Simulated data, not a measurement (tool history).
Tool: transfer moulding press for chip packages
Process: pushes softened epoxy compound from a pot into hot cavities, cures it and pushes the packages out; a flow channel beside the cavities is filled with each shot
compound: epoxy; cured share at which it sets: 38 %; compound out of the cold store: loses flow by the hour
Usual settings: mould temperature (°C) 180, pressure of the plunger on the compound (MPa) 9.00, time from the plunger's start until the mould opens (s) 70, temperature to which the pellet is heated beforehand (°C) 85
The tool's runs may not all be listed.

| run | hour | mould temperature (°C) | pressure of the plunger on the compound (MPa) | time from the plunger's start until the mould opens (s) | temperature to which the pellet is heated beforehand (°C) | incoming compound's hours out of the cold store | length that the compound runs in the flow channel (mm) | greatest force on the pins that push the packages out (N) |
|---|---|---|---|---|---|---|---|---|
| 1 | 0.0 | 180 | 9.00 | 70 | 85 | 21.9 | 557 | 480 |
| 2 | 19.3 | 180 | 9.00 | 70 | 85 | 37.8 | 525 | 553 |
| 3 | 33.4 | 180 | 9.00 | 70 | 85 | 42.9 | 516 | 588 |
|  | 47.0 | cavities cleaned with cleaning compound and waxed |
| 4 | 52.0 | 180 | 8.56 | 70 | 85 | 33.9 | 517 | 464 |
| 5 | 66.0 | 180 | 8.76 | 70 | 85 | 29.3 | 530 | 558 |
| 6 | 84.1 | 180 | 9.00 | 70 | 85 | 30.6 | 533 | 643 |
|  | 97.4 | cavities cleaned with cleaning compound and waxed |
| 7 | 99.8 | 180 | 9.00 | 70 | 85 | 20.0 | 554 | 500 |
| 8 | 122.7 | 180 | 9.00 | 70 | 85 | 41.4 | 513 | 577 |
|  | 146.8 | cavities cleaned with cleaning compound and waxed |
| 9 | 149.7 | 180 | 9.00 | 70 | 85 | 44.6 | 505 | 430 |
| 10 | 161.3 | 180 | 9.00 | 70 | 75 | 29.2 | 531 | 571 |
| 11 | 187.0 | 180 | 9.00 | 70 | 75 | 14.7 | 562 | 722 |
|  | 196.2 | cavities cleaned with cleaning compound and waxed |
| 12 | 213.6 | 180 | 9.00 | 70 | 75 | 45.5 | 499 | 547 |
| 13 | 237.3 | 180 | 9.00 | 70 | 75 | 42.6 | 505 | 664 |
|  | 246.3 | cavities cleaned with cleaning compound and waxed |
|  | 252.5 | plunger's sealing rings changed |
| 14 | 264.3 | 180 | 9.00 | 70 | 75 | 40.3 | 527 | 566 |
| 15 | 291.3 | 178 | 7.50 | 102 | 78 | 41.2 | 483 | 344 |
|  | 299.8 | cavities cleaned with cleaning compound and waxed |
| 16 | 316.9 | 178 | 7.50 | 102 | 78 | 16.1 | 527 | 304 |
| 17 | 333.1 | 178 | 7.50 | 102 | 78 | 31.7 | 494 | 330 |
|  | 349.7 | cavities cleaned with cleaning compound and waxed |
| 18 | 350.1 | 174 | 9.14 | 71 | 83 | 23.6 | 572 | 675 |
| 19 | 369.7 | 180 | 10.13 | 73 | 80 | 45.8 | 540 | 491 |
| 20 | 387.9 | 180 | 6.82 | 71 | 95 | 15.1 | 491 | 622 |
|  | 400.1 | cavities cleaned with cleaning compound and waxed |
| 21 | 416.3 | 180 | 6.82 | 71 | 95 | 21.5 | 477 | 506 |
| 22 | 439.5 | 184 | 6.82 | 71 | 89 | 34.8 | 447 | 461 |
|  | 449.7 | cavities cleaned with cleaning compound and waxed |
| 23 | 465.9 | 184 | 6.82 | 71 | 89 | 47.9 | 426 | 372 |
| 24 | 483.7 | 184 | 6.82 | 71 | 89 | 13.2 | 479 | 478 |
| 25 | 495.8 | 184 | 6.82 | 71 | 89 | 29.8 | 453 | 471 |
|  | 500.2 | cavities cleaned with cleaning compound and waxed |
| 26 | 514.9 | 184 | 6.82 | 71 | 89 | 11.4 | 481 | 405 |
| 27 | 532.5 | 187 | 7.19 | 71 | 93 | 47.9 | 426 | 376 |

4 ways to go on from here, each from the tool as it stands after run 27. What would each give?
|  | 544.2 | plunger's sealing rings changed |
|  | 552.9 | cavities cleaned with cleaning compound and waxed |
| A | 556.1 | 180 | 9.01 | 70 | 85 | 30.3 | ? | ? |
|  | 544.2 | plunger's sealing rings changed |
|  | 552.9 | cavities cleaned with cleaning compound and waxed |
| B | 556.1 | 187 | 7.19 | 71 | 85 | 22.2 | ? | ? |
|  | 544.2 | plunger's sealing rings changed |
|  | 552.9 | cavities cleaned with cleaning compound and waxed |
| C | 556.1 | 180 | 9.00 | 78 | 79 | 32.2 | ? | ? |
|  | 544.2 | plunger's sealing rings changed |
|  | 552.9 | cavities cleaned with cleaning compound and waxed |
| D | 556.1 | 186 | 9.10 | 71 | 93 | 26.8 | ? | ? |

| run | length that the compound runs in the flow channel (mm) | greatest force on the pins that push the packages out (N) |
|---|---|---|
| A | 547 | 481 |
| B | 485 | 299 |
| C | 541 | 363 |
| D | 536 | 299 |
Without the tool's hidden state the same runs would have given:
| run | length that the compound runs in the flow channel (mm) | greatest force on the pins that push the packages out (N) |
|---|---|---|
| A | 547 | 432 |
| B | 485 | 273 |
| C | 541 | 327 |
| D | 536 | 272 |
